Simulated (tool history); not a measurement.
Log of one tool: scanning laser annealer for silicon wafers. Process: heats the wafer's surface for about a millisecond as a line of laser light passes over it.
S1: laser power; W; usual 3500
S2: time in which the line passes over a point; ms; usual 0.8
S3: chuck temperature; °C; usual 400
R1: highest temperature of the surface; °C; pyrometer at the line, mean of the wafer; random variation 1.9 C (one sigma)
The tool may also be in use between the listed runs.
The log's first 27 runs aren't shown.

run   hour    S1     S2   S3    R1
 28  441.4  3500  0.837  436  1170
 29  457.9  3500  0.979  436  1229
 30  472.7  3500  0.979  436  1228
 31  483.3  3500  0.979  436  1230
 32  502.8  3146    0.8  429  1046
 33  521.2  3083  0.964  373  1034
 34  536.6  3500  0.641  418  1052
 35    556  3500  0.622  387  1011
 36  579.4  3500  0.622  387  1007
 37  591.7  3500  0.622  387  1011
 38  611.9  3500  0.622  387  1012
 39  635.3  3055   0.79  400   987
 40  645.2  3055  0.654  424   954

Forecast each of these 4 alternatives for the next run:
  A  663.3  3197  0.654  424   ?
  B  663.3  3712  0.629  400   ?
  C  663.3  3169  0.654  426   ?
  D  663.3  3055   0.77  394   ?

run    R1
  A   989
  B  1073
  C   982
  D   972
Without the tool's hidden state the same runs would have given:
run    R1
  A  1028
  B  1119
  C  1020
  D  1012

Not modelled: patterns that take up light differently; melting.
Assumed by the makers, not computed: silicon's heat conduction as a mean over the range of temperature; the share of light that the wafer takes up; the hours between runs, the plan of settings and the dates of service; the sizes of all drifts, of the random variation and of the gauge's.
